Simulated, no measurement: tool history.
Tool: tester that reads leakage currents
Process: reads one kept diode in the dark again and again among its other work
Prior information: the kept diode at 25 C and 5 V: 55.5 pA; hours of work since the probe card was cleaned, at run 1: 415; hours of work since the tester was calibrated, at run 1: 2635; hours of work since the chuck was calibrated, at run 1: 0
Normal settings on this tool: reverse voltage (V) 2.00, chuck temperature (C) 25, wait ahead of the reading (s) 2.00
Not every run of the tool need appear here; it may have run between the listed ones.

run     day  reverse voltage (V)  chuck temperature (C)  wait ahead of the reading (s)  hours of work since the probe card was cleaned  hours of work since the tester was calibrated  hours of work since the chuck was calibrated  current that the tester gives (pA)
  1   0.000                 2.00                     25                           2.00                                             415                                           2635                                             0                               35.13
  2   6.671                 2.00                     25                           2.00                                             495                                           2715                                            80                               35.81
  3  14.788                 2.00                     54                           2.00                                             593                                           2812                                           178                              353.01
  4  19.417                 2.00                     21                           2.00                                             649                                           2868                                           233                               26.01
  5  24.683                 2.00                     25                           3.44                                             712                                           2931                                           297                               36.94
  6  31.783                 2.00                     25                           3.44                                             797                                           3017                                           382                               37.53
     32.333  -- chuck's temperature calibrated
  7  36.025                 1.08                     25                           2.00                                             847                                           3067                                            44                               27.05
  8  41.100                 7.64                     25                           2.00                                             908                                           3128                                           105                               83.02
  9  46.979                 7.64                     25                           1.89                                             979                                           3198                                           176                               84.30
     51.075  -- tester calibrated
 10  53.171                19.10                     25                           2.00                                            1052                                             25                                           249                              146.02
 11  57.550                 2.00                     25                           1.15                                            1105                                             78                                           302                               39.69
 12  61.100                 2.00                     25                           1.15                                            1148                                            120                                           345                               39.81

Predict the results of run 13:
 13  67.058                 1.02                     58                           2.00                                            1219                                            192                                           416                                   ?

Run 13 measured current that the tester gives (pA) 348.27.
Without the tool's hidden state the same run would have given current that the tester gives (pA) 317.72.

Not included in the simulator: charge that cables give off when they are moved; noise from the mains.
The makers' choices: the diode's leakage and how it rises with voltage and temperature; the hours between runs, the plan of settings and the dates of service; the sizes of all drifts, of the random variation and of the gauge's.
